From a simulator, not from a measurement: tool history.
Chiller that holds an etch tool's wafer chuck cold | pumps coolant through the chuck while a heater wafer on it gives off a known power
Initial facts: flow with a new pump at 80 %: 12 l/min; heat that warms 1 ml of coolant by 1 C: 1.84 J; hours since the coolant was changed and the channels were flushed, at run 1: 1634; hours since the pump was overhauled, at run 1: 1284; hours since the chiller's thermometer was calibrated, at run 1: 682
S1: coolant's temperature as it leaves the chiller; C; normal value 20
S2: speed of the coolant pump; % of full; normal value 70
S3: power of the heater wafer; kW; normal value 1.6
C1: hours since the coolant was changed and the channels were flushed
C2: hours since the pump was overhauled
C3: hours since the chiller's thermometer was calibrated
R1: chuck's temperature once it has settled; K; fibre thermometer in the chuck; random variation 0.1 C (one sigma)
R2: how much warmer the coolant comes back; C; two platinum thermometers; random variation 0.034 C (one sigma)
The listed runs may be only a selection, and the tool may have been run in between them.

run,hour,S1,S2,S3,C1,C2,C3,R1,R2
1,0,20,70,1.6,1634,1284,682,304.65,5.01
2,26.1,20,66,1.6,1660,1310,709,305.15,5.41
3,43.6,20,66,1.6,1677,1328,726,305.35,5.36
4,68.9,22,70,1.6,1703,1353,751,306.65,5.04
5,84.3,22,70,1.008,1718,1369,767,302.45,3.14
6,102.6,22,70,1.008,1736,1387,785,302.35,3.16
7,139.3,22,70,1.008,1773,1424,822,302.25,3.15
8,175.5,25,70,1.6,1809,1460,858,309.65,5
9,195.7,25,70,1.6,1829,1480,878,309.45,5.01
10,218.5,25,70,1.6,1852,1503,901,309.65,5.04
11,251.4,25,70,1.6,1885,1536,934,309.75,5.02
12,282.8,20,70,1.6,1916,1567,965,304.55,5.05
13,318.3,14,70,1.6,1952,1603,1001,298.55,5.01
14,340.6,29,70,1.6,1974,1625,1023,313.65,5.04
15,371.6,29,70,1.6,2005,1656,1054,313.55,5.04
16,395.3,20,70,1.6,2029,1680,1078,304.55,5.02
17,412.4,21,70,1.6,2046,1697,1095,305.65,4.97
18,447.4,14,84,1.165,2081,1732,1130,294.05,3.05
19,466.3,14,84,1.165,2100,1751,1149,293.95,2.97
20,487.9,14,84,1.165,2122,1772,1170,294.15,3.04
21,516.2,28,93,1.292,2150,1801,1199,308.05,2.94
22,533.7,28,93,1.292,2167,1818,1216,307.95,2.99
23,554.9,28,93,1.292,2188,1839,1237,308.05,2.97
24,577,29,87,1.359,2211,1861,1259,309.85,3.41
25,599.9,29,87,1.359,2234,1884,1282,309.95,3.38
26,620.6,20,70,0.839,2254,1905,1303,299.35,2.63
27,640.6,20,91,1.966,2274,1925,1323,304.15,4.63
28,656.3,20,69,1.25,2290,1941,1339,302.35,4
29,691.6,20,69,1.25,2325,1976,1374,302.15,4
30,713.4,18,86,1.6,2347,1998,1396,300.65,4.04
31,743.2,18,77,1.6,2377,2028,1426,301.65,4.53
32,760.1,18,77,1.6,2394,2044,1443,301.65,4.54
33,779.1,12,77,1.012,2413,2063,1461,291.75,2.89

Alternative continuations, all from the tool just after run 33; predict every row:
A,809.1,18,92,1.007,2443,2093,1492,?,?
B,809.1,13,99,1.012,2443,2093,1492,?,?
C,809.1,14,99,2.179,2443,2093,1492,?,?

run,R1,R2
A,296.75,2.33
B,291.55,2.18
C,298.05,4.7
Take away the tool's hidden state, keep each run's random variation, and the runs would have read:
run,R1,R2
A,296.75,2.33
B,291.55,2.18
C,298.05,4.7

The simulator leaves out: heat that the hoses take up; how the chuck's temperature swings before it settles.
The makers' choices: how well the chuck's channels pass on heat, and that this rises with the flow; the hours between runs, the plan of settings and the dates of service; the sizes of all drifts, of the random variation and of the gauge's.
